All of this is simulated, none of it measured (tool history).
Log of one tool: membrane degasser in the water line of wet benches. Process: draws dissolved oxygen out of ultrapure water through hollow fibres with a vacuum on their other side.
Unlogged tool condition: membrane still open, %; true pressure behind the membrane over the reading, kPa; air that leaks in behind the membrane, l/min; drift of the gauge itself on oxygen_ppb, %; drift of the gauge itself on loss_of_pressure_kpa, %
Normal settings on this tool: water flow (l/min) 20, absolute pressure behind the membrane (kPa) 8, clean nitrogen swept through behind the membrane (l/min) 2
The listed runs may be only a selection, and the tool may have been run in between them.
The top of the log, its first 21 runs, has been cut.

run	hour	water flow (l/min)	absolute pressure behind the membrane (kPa)	clean nitrogen swept through behind the membrane (l/min)	hours since the membrane was changed	hours since the vacuum gauge was calibrated	hours since the vacuum lines were made tight	dissolved oxygen in the water behind the degasser (ppb)	pressure that the water loses in the fibres (kPa)
22	1241.3	32	8	3.46	2817	5439	4029	281.6	99.63
23	1289.1	16	8	3.46	2865	5486	4077	78.5	49.8
24	1336.8	15	7.73	2.34	2913	5534	4124	89.5	47.13
25	1395.6	15	7.73	2.34	2972	5593	4183	90.5	46.61
26	1453.5	20	5.91	2	3030	5651	4241	114	61.96
27	1501.9	20	14.01	2	3078	5699	4290	298.1	61.93
28	1563.8	24	14.01	3.72	3140	5761	4351	253.9	74.31
29	1626.2	24	14.01	3.72	3202	5824	4414	251.8	74.89
30	1684.2	31	17.7	3.72	3260	5882	4472	432.8	96.78

What will run 31 give?
31	1729.1	26	8.11	4.41	3305	5926	4517	?	?

{"run 31": {"dissolved oxygen in the water behind the degasser (ppb)": 175.1, "pressure that the water loses in the fibres (kPa)": 81.04}}
Minus the tool's unlogged condition, the same run would have read dissolved oxygen in the water behind the degasser (ppb) 169.8, pressure that the water loses in the fibres (kPa) 80.35.

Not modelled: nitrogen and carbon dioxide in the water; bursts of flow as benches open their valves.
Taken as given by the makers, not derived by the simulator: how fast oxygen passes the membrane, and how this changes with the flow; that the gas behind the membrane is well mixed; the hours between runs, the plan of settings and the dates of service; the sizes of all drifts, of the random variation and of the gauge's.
